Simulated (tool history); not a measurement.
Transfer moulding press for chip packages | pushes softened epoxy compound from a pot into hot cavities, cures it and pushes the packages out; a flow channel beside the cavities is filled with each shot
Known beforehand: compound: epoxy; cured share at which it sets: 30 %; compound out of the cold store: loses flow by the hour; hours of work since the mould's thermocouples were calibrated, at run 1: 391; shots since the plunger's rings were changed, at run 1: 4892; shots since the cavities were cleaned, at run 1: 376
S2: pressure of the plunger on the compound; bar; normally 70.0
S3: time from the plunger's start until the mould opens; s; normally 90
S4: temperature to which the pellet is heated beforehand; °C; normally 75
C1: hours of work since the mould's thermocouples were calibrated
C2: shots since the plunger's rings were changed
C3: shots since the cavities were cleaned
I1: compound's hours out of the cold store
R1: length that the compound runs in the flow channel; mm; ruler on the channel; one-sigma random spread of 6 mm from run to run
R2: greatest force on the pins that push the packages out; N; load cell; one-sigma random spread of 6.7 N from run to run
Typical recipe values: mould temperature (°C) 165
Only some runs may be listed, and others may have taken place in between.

{"run": 1, "hour": 0.0, "mould temperature (°C)": 165, "S2": 70.0, "S3": 90, "S4": 75, "C1": 391, "C2": 4892, "C3": 376, "I1": 9.1, "R1": 740, "R2": 267}
{"hour": 25.3, "done": "cavities cleaned with cleaning compound and waxed"}
{"hour": 36.2, "done": "mould's thermocouples calibrated"}
{"run": 2, "hour": 55.8, "mould temperature (°C)": 165, "S2": 70.0, "S3": 90, "S4": 75, "C1": 15, "C2": 5619, "C3": 396, "I1": 33.3, "R1": 673, "R2": 272}
{"hour": 79.8, "done": "cavities cleaned with cleaning compound and waxed"}
{"hour": 104.8, "done": "plunger's sealing rings changed"}
{"run": 3, "hour": 109.0, "mould temperature (°C)": 165, "S2": 70.0, "S3": 90, "S4": 75, "C1": 54, "C2": 58, "C3": 371, "I1": 31.7, "R1": 675, "R2": 263}
{"hour": 135.0, "done": "cavities cleaned with cleaning compound and waxed"}
{"run": 4, "hour": 140.1, "mould temperature (°C)": 165, "S2": 70.0, "S3": 90, "S4": 75, "C1": 77, "C2": 468, "C3": 69, "I1": 24.6, "R1": 693, "R2": 280}
{"hour": 190.3, "done": "cavities cleaned with cleaning compound and waxed"}
{"run": 5, "hour": 209.2, "mould temperature (°C)": 165, "S2": 70.0, "S3": 90, "S4": 75, "C1": 131, "C2": 1408, "C3": 263, "I1": 11.9, "R1": 730, "R2": 261}
{"hour": 242.4, "done": "cavities cleaned with cleaning compound and waxed"}
{"run": 6, "hour": 251.9, "mould temperature (°C)": 165, "S2": 70.0, "S3": 90, "S4": 75, "C1": 163, "C2": 1980, "C3": 132, "I1": 39.1, "R1": 648, "R2": 266}
{"hour": 293.8, "done": "cavities cleaned with cleaning compound and waxed"}
{"run": 7, "hour": 302.9, "mould temperature (°C)": 165, "S2": 70.0, "S3": 90, "S4": 75, "C1": 202, "C2": 2666, "C3": 126, "I1": 19.9, "R1": 718, "R2": 273}
{"hour": 343.9, "done": "cavities cleaned with cleaning compound and waxed"}
{"run": 8, "hour": 345.7, "mould temperature (°C)": 165, "S2": 70.0, "S3": 90, "S4": 75, "C1": 234, "C2": 3240, "C3": 25, "I1": 25.3, "R1": 698, "R2": 265}
{"run": 9, "hour": 389.5, "mould temperature (°C)": 165, "S2": 70.0, "S3": 90, "S4": 78, "C1": 269, "C2": 3849, "C3": 634, "I1": 41.5, "R1": 645, "R2": 274}
{"hour": 396.3, "done": "cavities cleaned with cleaning compound and waxed"}
{"run": 10, "hour": 419.5, "mould temperature (°C)": 165, "S2": 70.0, "S3": 90, "S4": 78, "C1": 291, "C2": 4243, "C3": 321, "I1": 19.7, "R1": 716, "R2": 267}
{"hour": 448.1, "done": "cavities cleaned with cleaning compound and waxed"}
{"run": 11, "hour": 451.9, "mould temperature (°C)": 165, "S2": 70.0, "S3": 90, "S4": 75, "C1": 315, "C2": 4672, "C3": 53, "I1": 20.6, "R1": 712, "R2": 273}
{"hour": 498.5, "done": "cavities cleaned with cleaning compound and waxed"}
{"run": 12, "hour": 504.1, "mould temperature (°C)": 165, "S2": 70.0, "S3": 90, "S4": 75, "C1": 355, "C2": 5376, "C3": 77, "I1": 43.1, "R1": 632, "R2": 260}
{"hour": 549.9, "done": "cavities cleaned with cleaning compound and waxed"}
{"hour": 570.1, "done": "plunger's sealing rings changed"}
{"run": 13, "hour": 574.0, "mould temperature (°C)": 165, "S2": 70.0, "S3": 90, "S4": 70, "C1": 407, "C2": 55, "C3": 300, "I1": 15.7, "R1": 725, "R2": 277}
{"hour": 587.8, "done": "mould's thermocouples calibrated"}
{"hour": 604.7, "done": "cavities cleaned with cleaning compound and waxed"}
{"run": 14, "hour": 607.7, "mould temperature (°C)": 166, "S2": 70.0, "S3": 90, "S4": 75, "C1": 14, "C2": 474, "C3": 43, "I1": 26.1, "R1": 692, "R2": 263}
{"run": 15, "hour": 649.7, "mould temperature (°C)": 166, "S2": 55.4, "S3": 98, "S4": 75, "C1": 47, "C2": 1056, "C3": 625, "I1": 45.4, "R1": 562, "R2": 265}
{"hour": 655.7, "done": "cavities cleaned with cleaning compound and waxed"}
{"hour": 705.5, "done": "cavities cleaned with cleaning compound and waxed"}
{"run": 16, "hour": 718.0, "mould temperature (°C)": 169, "S2": 55.4, "S3": 98, "S4": 65, "C1": 99, "C2": 1962, "C3": 173, "I1": 19.3, "R1": 630, "R2": 245}
{"hour": 756.4, "done": "cavities cleaned with cleaning compound and waxed"}
{"run": 17, "hour": 761.7, "mould temperature (°C)": 160, "S2": 70.0, "S3": 90, "S4": 75, "C1": 132, "C2": 2549, "C3": 74, "I1": 25.6, "R1": 708, "R2": 324}
{"run": 18, "hour": 802.6, "mould temperature (°C)": 168, "S2": 56.6, "S3": 72, "S4": 78, "C1": 164, "C2": 3117, "C3": 642, "I1": 39.6, "R1": 587, "R2": 292}
{"hour": 809.0, "done": "cavities cleaned with cleaning compound and waxed"}
{"run": 19, "hour": 832.4, "mould temperature (°C)": 168, "S2": 53.3, "S3": 92, "S4": 69, "C1": 186, "C2": 3509, "C3": 325, "I1": 26.5, "R1": 598, "R2": 261}
{"hour": 862.7, "done": "cavities cleaned with cleaning compound and waxed"}
{"run": 20, "hour": 875.5, "mould temperature (°C)": 168, "S2": 53.3, "S3": 92, "S4": 69, "C1": 219, "C2": 4086, "C3": 176, "I1": 24.6, "R1": 598, "R2": 249}
{"run": 21, "hour": 904.9, "mould temperature (°C)": 168, "S2": 53.3, "S3": 92, "S4": 69, "C1": 242, "C2": 4495, "C3": 585, "I1": 43.2, "R1": 563, "R2": 259}
{"hour": 915.5, "done": "cavities cleaned with cleaning compound and waxed"}
{"run": 22, "hour": 948.3, "mould temperature (°C)": 159, "S2": 53.3, "S3": 92, "S4": 78, "C1": 275, "C2": 5077, "C3": 456, "I1": 39.0, "R1": 574, "R2": 336}

Run 23 comes next. What will it give?
{"hour": 966.7, "done": "cavities cleaned with cleaning compound and waxed"}
{"run": 23, "hour": 998.7, "mould temperature (°C)": 159, "S2": 53.3, "S3": 92, "S4": 78, "C1": 314, "C2": 5756, "C3": 445, "I1": 37.6, "R1": "?", "R2": "?"}

{"run 23": {"R1": 582, "R2": 340}}
Take away the tool's hidden state, keep the run-to-run variation as it was, and the same run would have given R1 583 mm, R2 338 N.
